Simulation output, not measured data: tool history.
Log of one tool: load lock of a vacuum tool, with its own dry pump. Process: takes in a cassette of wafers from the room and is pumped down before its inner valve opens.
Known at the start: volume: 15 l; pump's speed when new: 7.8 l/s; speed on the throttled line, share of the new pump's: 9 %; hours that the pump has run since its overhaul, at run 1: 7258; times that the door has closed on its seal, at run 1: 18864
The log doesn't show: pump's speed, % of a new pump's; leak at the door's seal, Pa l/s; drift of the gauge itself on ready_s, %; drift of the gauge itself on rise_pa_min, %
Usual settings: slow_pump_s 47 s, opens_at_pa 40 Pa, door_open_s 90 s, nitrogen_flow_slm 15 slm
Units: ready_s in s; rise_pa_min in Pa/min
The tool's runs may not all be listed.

| run | hour | slow_pump_s | opens_at_pa | door_open_s | nitrogen_flow_slm | hours that the pump has run since its overhaul | times that the door has closed on its seal | incoming humidity of the room's air, % | ready_s | rise_pa_min |
|---|---|---|---|---|---|---|---|---|---|---|
| 1 | 0.0 | 47 | 40 | 90 | 15 | 7258 | 18864 | 42.3 | 59.4 | 0.135 |
| 2 | 162.1 | 47 | 40 | 90 | 15 | 7421 | 19285 | 43.0 | 59.2 | 0.137 |
| 3 | 263.2 | 47 | 40 | 90 | 15 | 7522 | 19548 | 46.5 | 59.1 | 0.150 |
| 4 | 399.3 | 47 | 40 | 90 | 15 | 7658 | 19902 | 44.4 | 58.6 | 0.139 |
| 5 | 515.1 | 47 | 40 | 90 | 15 | 7774 | 20203 | 45.2 | 58.8 | 0.147 |
| 6 | 630.9 | 47 | 40 | 76 | 15 | 7889 | 20503 | 44.3 | 59.3 | 0.150 |
| 7 | 820.2 | 47 | 40 | 76 | 15 | 8079 | 20995 | 47.4 | 59.8 | 0.151 |
| 8 | 996.2 | 47 | 40 | 46 | 15 | 8255 | 21453 | 43.9 | 59.1 | 0.142 |
| 9 | 1135.6 | 47 | 40 | 90 | 15 | 8394 | 21815 | 44.2 | 58.8 | 0.153 |
| 10 | 1261.7 | 47 | 40 | 90 | 15 | 8520 | 22143 | 43.5 | 58.9 | 0.159 |
| 11 | 1462.4 | 47 | 40 | 90 | 15 | 8721 | 22664 | 44.1 | 59.4 | 0.165 |
| 12 | 1654.3 | 47 | 40 | 90 | 15 | 8913 | 23163 | 46.8 | 59.9 | 0.163 |
| 13 | 1830.8 | 47 | 78 | 90 | 15 | 9089 | 23622 | 44.5 | 57.6 | 0.173 |
| 14 | 2005.1 | 47 | 68 | 90 | 15 | 9264 | 24075 | 47.4 | 57.7 | 0.171 |
| 15 | 2206.7 | 47 | 40 | 90 | 15 | 9465 | 24599 | 43.0 | 58.9 | 0.174 |
| 16 | 2314.4 | 47 | 40 | 90 | 15 | 9573 | 24879 | 46.4 | 59.9 | 0.168 |
| 17 | 2429.3 | 47 | 40 | 90 | 15 | 9688 | 25177 | 46.6 | 59.7 | 0.178 |
| 18 | 2602.9 | 47 | 40 | 90 | 5 | 9861 | 25629 | 41.7 | 60.0 | 0.198 |
| 19 | 2803.0 | 47 | 47 | 90 | 27 | 10061 | 26149 | 42.9 | 59.8 | 0.168 |
| 20 | 2905.3 | 77 | 40 | 90 | 24 | 10164 | 26415 | 43.9 | 86.7 | 0.173 |
| 21 | 3123.5 | 55 | 79 | 42 | 40 | 10382 | 26981 | 47.3 | 65.4 | 0.160 |
| 22 | 3366.7 | 27 | 55 | 92 | 13 | 10625 | 27614 | 46.3 | 40.6 | 0.210 |
| 23 | 3583.0 | 47 | 52 | 90 | 15 | 10841 | 28176 | 48.6 | 58.5 | 0.205 |
| 24 | 3777.8 | 47 | 52 | 91 | 15 | 11036 | 28682 | 45.4 | 59.1 | 0.211 |
| 25 | 3921.9 | 36 | 52 | 40 | 15 | 11180 | 29056 | 45.0 | 49.6 | 0.189 |
| 26 | 4089.4 | 36 | 52 | 40 | 15 | 11348 | 29492 | 39.8 | 48.8 | 0.190 |
| 27 | 4303.0 | 36 | 52 | 40 | 15 | 11561 | 30047 | 47.8 | 49.1 | 0.199 |
| 28 | 4442.5 | 47 | 40 | 49 | 15 | 11701 | 30410 | 44.3 | 59.4 | 0.203 |
| 29 | 4625.3 | 47 | 40 | 90 | 36 | 11884 | 30885 | 43.1 | 59.1 | 0.197 |
| 30 | 4839.6 | 38 | 40 | 39 | 10 | 12098 | 31442 | 50.0 | 51.5 | 0.235 |
| 31 | 4973.7 | 38 | 40 | 39 | 10 | 12232 | 31790 | 45.4 | 52.0 | 0.228 |
| 32 | 5074.1 | 58 | 38 | 90 | 15 | 12332 | 32051 | 45.7 | 70.3 | 0.229 |
| 33 | 5308.2 | 34 | 52 | 185 | 15 | 12567 | 32659 | 42.4 | 47.9 | 0.242 |
| 34 | 5409.5 | 34 | 52 | 185 | 15 | 12668 | 32923 | 48.0 | 47.8 | 0.262 |
| 35 | 5531.4 | 47 | 54 | 90 | 44 | 12790 | 33239 | 47.2 | 59.3 | 0.221 |

The next listed run, before its measurement:
| 36 | 5689.7 | 47 | 54 | 90 | 44 | 12948 | 33651 | 45.0 | ? | ? |

{"run 36": {"ready_s": 59.2, "rise_pa_min": 0.212}}
Without the tool's hidden state the same run would have given ready_s 57.2 s, rise_pa_min 0.027 Pa/min.
